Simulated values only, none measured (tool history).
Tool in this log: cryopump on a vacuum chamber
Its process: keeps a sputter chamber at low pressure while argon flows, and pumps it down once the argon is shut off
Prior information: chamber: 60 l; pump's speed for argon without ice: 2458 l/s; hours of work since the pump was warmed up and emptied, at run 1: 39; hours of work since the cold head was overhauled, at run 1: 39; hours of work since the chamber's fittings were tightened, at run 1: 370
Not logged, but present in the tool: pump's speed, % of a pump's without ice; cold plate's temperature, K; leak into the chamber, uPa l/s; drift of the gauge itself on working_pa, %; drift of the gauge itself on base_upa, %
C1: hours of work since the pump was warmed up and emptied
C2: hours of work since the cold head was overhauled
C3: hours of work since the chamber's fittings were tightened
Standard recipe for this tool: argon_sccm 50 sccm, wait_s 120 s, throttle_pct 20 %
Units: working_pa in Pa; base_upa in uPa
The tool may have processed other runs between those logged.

{"run": 1, "hour": 0.0, "argon_sccm": 50, "wait_s": 120, "throttle_pct": 20, "C1": 39, "C2": 39, "C3": 370, "working_pa": 0.1718, "base_upa": 0.68}
{"run": 2, "hour": 74.5, "argon_sccm": 26, "wait_s": 120, "throttle_pct": 20, "C1": 86, "C2": 86, "C3": 417, "working_pa": 0.0904, "base_upa": 0.73}
{"run": 3, "hour": 111.3, "argon_sccm": 26, "wait_s": 120, "throttle_pct": 20, "C1": 109, "C2": 109, "C3": 440, "working_pa": 0.0897, "base_upa": 0.78}
{"run": 4, "hour": 147.4, "argon_sccm": 26, "wait_s": 120, "throttle_pct": 20, "C1": 131, "C2": 131, "C3": 463, "working_pa": 0.0917, "base_upa": 0.78}
{"run": 5, "hour": 220.4, "argon_sccm": 26, "wait_s": 120, "throttle_pct": 20, "C1": 177, "C2": 177, "C3": 509, "working_pa": 0.0904, "base_upa": 0.83}
{"run": 6, "hour": 284.5, "argon_sccm": 50, "wait_s": 120, "throttle_pct": 20, "C1": 217, "C2": 217, "C3": 549, "working_pa": 0.175, "base_upa": 0.9}
{"run": 7, "hour": 348.0, "argon_sccm": 50, "wait_s": 120, "throttle_pct": 20, "C1": 257, "C2": 257, "C3": 589, "working_pa": 0.1756, "base_upa": 0.9}
{"run": 8, "hour": 409.1, "argon_sccm": 50, "wait_s": 120, "throttle_pct": 38, "C1": 296, "C2": 296, "C3": 627, "working_pa": 0.0944, "base_upa": 0.95}
{"run": 9, "hour": 457.8, "argon_sccm": 50, "wait_s": 120, "throttle_pct": 38, "C1": 326, "C2": 326, "C3": 658, "working_pa": 0.0952, "base_upa": 1.01}
{"run": 10, "hour": 516.7, "argon_sccm": 30, "wait_s": 120, "throttle_pct": 23, "C1": 363, "C2": 363, "C3": 695, "working_pa": 0.0927, "base_upa": 1.01}
{"run": 11, "hour": 550.8, "argon_sccm": 42, "wait_s": 68, "throttle_pct": 17, "C1": 385, "C2": 385, "C3": 716, "working_pa": 0.1757, "base_upa": 1.3}
{"run": 12, "hour": 616.9, "argon_sccm": 42, "wait_s": 115, "throttle_pct": 39, "C1": 426, "C2": 426, "C3": 758, "working_pa": 0.079, "base_upa": 1.08}
{"run": 13, "hour": 686.8, "argon_sccm": 42, "wait_s": 115, "throttle_pct": 39, "C1": 470, "C2": 470, "C3": 802, "working_pa": 0.0799, "base_upa": 1.18}
{"run": 14, "hour": 747.7, "argon_sccm": 49, "wait_s": 119, "throttle_pct": 38, "C1": 509, "C2": 509, "C3": 840, "working_pa": 0.097, "base_upa": 1.18}
{"run": 15, "hour": 815.0, "argon_sccm": 35, "wait_s": 41, "throttle_pct": 54, "C1": 551, "C2": 551, "C3": 882, "working_pa": 0.0504, "base_upa": 1.87}
{"run": 16, "hour": 852.7, "argon_sccm": 28, "wait_s": 122, "throttle_pct": 53, "C1": 574, "C2": 574, "C3": 906, "working_pa": 0.0416, "base_upa": 1.28}
{"run": 17, "hour": 905.0, "argon_sccm": 28, "wait_s": 122, "throttle_pct": 53, "C1": 607, "C2": 607, "C3": 939, "working_pa": 0.0419, "base_upa": 1.29}

Each row is a separate what-if for the run after 17, all from the same tool condition, not one after another. Results?
{"run": "A", "hour": 958.6, "argon_sccm": 33, "wait_s": 169, "throttle_pct": 59, "C1": 641, "C2": 641, "C3": 973, "working_pa": "?", "base_upa": "?"}
{"run": "B", "hour": 958.6, "argon_sccm": 33, "wait_s": 246, "throttle_pct": 20, "C1": 641, "C2": 641, "C3": 973, "working_pa": "?", "base_upa": "?"}
{"run": "C", "hour": 958.6, "argon_sccm": 51, "wait_s": 40, "throttle_pct": 53, "C1": 641, "C2": 641, "C3": 973, "working_pa": "?", "base_upa": "?"}

run=A working_pa=0.0449 base_upa=1.26
run=B working_pa=0.1194 base_upa=1.13
run=C working_pa=0.0766 base_upa=2.03
The same runs, with their run-to-run variation unchanged, on a tool lacking any hidden condition would have given:
run=A working_pa=0.0382 base_upa=0.36
run=B working_pa=0.1128 base_upa=0.25
run=C working_pa=0.0663 base_upa=1.11

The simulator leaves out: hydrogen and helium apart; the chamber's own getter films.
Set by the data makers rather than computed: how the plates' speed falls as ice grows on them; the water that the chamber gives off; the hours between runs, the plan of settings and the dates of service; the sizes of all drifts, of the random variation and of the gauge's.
